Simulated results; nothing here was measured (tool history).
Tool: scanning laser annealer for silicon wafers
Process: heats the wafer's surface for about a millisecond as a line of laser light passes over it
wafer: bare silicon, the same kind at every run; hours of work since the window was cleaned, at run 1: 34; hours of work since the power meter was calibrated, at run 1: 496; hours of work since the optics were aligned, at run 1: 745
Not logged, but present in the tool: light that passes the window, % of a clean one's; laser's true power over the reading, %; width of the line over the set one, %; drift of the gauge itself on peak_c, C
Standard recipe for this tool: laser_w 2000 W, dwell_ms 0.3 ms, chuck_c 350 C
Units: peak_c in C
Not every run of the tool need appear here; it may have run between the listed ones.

run	hour	laser_w	dwell_ms	chuck_c	hours of work since the window was cleaned	hours of work since the power meter was calibrated	hours of work since the optics were aligned	peak_c
1	0	2000	0.3	350	34	496	745	1070
2	16.2	2000	0.3	350	46	508	757	1068
3	26.2	2000	0.3	350	53	515	764	1070
4	39	2000	0.3	350	63	524	773	1075
5	56.5	2000	0.3	350	75	537	786	1070
6	74	2000	0.3	350	88	550	799	1072
# hour 87.2: optics aligned, line set to its width
7	89.1	2000	0.271	350	95	557	1	1036
8	103.3	2113	0.271	350	106	567	12	1088
9	120.4	2113	0.271	350	118	580	24	1091
10	130.5	2113	0.271	350	125	587	31	1090
11	138.9	2113	0.271	350	131	593	37	1087
12	154.8	2113	0.271	350	143	605	49	1088
13	166.3	2113	0.271	350	151	613	57	1087
14	180.1	1926	0.333	331	161	623	67	1052
15	188.2	1926	0.211	331	167	629	73	911
16	204.8	1846	0.211	332	179	641	85	881
17	224.8	1839	0.358	318	194	655	100	1024
18	242.2	1839	0.358	318	206	668	112	1020
19	253.2	1839	0.358	318	214	676	120	1016
20	270.4	2000	0.3	380	227	688	133	1103
21	285.5	2199	0.368	342	238	699	144	1240
22	304.6	2134	0.3	313	251	713	157	1100

5 options for the next run, each taken on its own from the tool as it stands now. Forecast them:
A	317.9	2000	0.3	329	261	723	167	?
B	317.9	2135	0.333	347	261	723	167	?
C	317.9	1967	0.3	350	261	723	167	?
D	317.9	1919	0.265	381	261	723	167	?
E	317.9	1961	0.287	341	261	723	167	?

run	peak_c
A	1049
B	1172
C	1057
D	1023
E	1025
Had the tool no hidden state, the same runs would have come out as:
run	peak_c
A	1049
B	1172
C	1057
D	1023
E	1025
